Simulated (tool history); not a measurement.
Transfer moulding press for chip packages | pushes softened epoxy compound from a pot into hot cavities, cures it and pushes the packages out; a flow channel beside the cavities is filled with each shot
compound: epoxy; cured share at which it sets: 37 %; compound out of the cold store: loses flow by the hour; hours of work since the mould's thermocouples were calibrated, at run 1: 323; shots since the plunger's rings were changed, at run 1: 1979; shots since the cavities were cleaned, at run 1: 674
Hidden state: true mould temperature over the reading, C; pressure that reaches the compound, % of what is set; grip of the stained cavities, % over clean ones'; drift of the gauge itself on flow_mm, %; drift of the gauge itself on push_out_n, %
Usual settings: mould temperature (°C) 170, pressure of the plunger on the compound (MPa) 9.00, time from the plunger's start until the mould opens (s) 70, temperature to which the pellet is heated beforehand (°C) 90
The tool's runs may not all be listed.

run,day,mould temperature (°C),pressure of the plunger on the compound (MPa),time from the plunger's start until the mould opens (s),temperature to which the pellet is heated beforehand (°C),hours of work since the mould's thermocouples were calibrated,shots since the plunger's rings were changed,shots since the cavities were cleaned,incoming compound's hours out of the cold store,length that the compound runs in the flow channel (mm),greatest force on the pins that push the packages out (N)
1,0.000,170,9.00,70,90,323,1979,674,19.3,562,451
2,0.588,167,9.00,70,90,331,2168,863,47.1,510,508
3,1.092,170,9.00,70,90,337,2329,1024,44.8,501,447
# day 1.233: cavities cleaned with cleaning compound and waxed
4,1.750,170,9.00,70,90,345,2521,166,47.8,494,293
5,2.738,170,9.00,68,90,357,2837,482,32.3,524,427
6,3.642,170,9.00,68,90,369,3127,772,39.6,507,456
7,4.125,170,9.00,70,90,375,3282,927,14.8,565,451
# day 4.575: cavities cleaned with cleaning compound and waxed
8,5.188,170,9.00,70,90,387,3603,197,36.6,516,312
# day 6.100: plunger's sealing rings changed
9,6.100,167,9.00,70,90,398,0,456,40.3,530,433
10,6.917,170,9.00,70,90,408,263,719,8.3,597,478
11,7.538,170,9.00,70,90,416,462,918,44.0,517,456
# day 8.075: cavities cleaned with cleaning compound and waxed
12,8.421,170,9.00,70,90,426,724,110,15.0,572,288
13,9.458,170,9.00,70,90,439,1057,443,13.3,580,420
14,10.379,170,9.00,70,90,451,1353,739,40.5,519,419
15,11.196,167,9.00,64,89,461,1615,1001,26.4,544,685
# day 11.400: cavities cleaned with cleaning compound and waxed
16,12.333,171,7.29,80,90,475,1960,300,14.4,508,295
17,12.992,171,8.26,54,90,483,2171,511,20.7,526,749
18,13.725,170,9.00,70,85,492,2405,745,26.3,543,461
# day 14.779: cavities cleaned with cleaning compound and waxed
19,14.796,169,8.12,98,85,505,2730,5,42.8,483,175
20,15.662,170,9.65,98,85,516,3007,282,36.1,527,262
21,16.204,162,10.13,59,85,523,3181,456,36.4,558,994
22,16.817,164,8.69,109,90,531,3377,652,17.8,562,328
23,17.612,169,9.00,70,81,541,3633,908,36.4,509,472
# day 18.138: cavities cleaned with cleaning compound and waxed
24,18.221,167,9.41,70,84,548,3808,26,33.1,534,283
# day 18.508: plunger's sealing rings changed
25,19.133,170,7.67,70,90,558,200,285,32.7,498,330
26,19.696,171,7.67,70,90,565,380,465,44.9,475,361
27,20.546,176,7.67,70,90,576,654,739,39.0,475,362
# day 21.600: cavities cleaned with cleaning compound and waxed
28,21.600,176,9.43,67,92,588,971,0,23.9,554,186

Forecast each of these 4 alternatives for the next run:
A,22.421,176,9.40,53,90,599,1235,264,28.9,?,?
B,22.421,176,9.43,67,90,599,1235,264,46.2,?,?
C,22.421,170,9.05,70,83,599,1235,264,20.1,?,?
D,22.421,170,9.00,76,98,599,1235,264,33.9,?,?

run,length that the compound runs in the flow channel (mm),greatest force on the pins that push the packages out (N)
A,545,467
B,506,280
C,560,348
D,527,291
Without the tool's hidden state the same runs would have given:
run,length that the compound runs in the flow channel (mm),greatest force on the pins that push the packages out (N)
A,558,320
B,518,179
C,573,234
D,540,190

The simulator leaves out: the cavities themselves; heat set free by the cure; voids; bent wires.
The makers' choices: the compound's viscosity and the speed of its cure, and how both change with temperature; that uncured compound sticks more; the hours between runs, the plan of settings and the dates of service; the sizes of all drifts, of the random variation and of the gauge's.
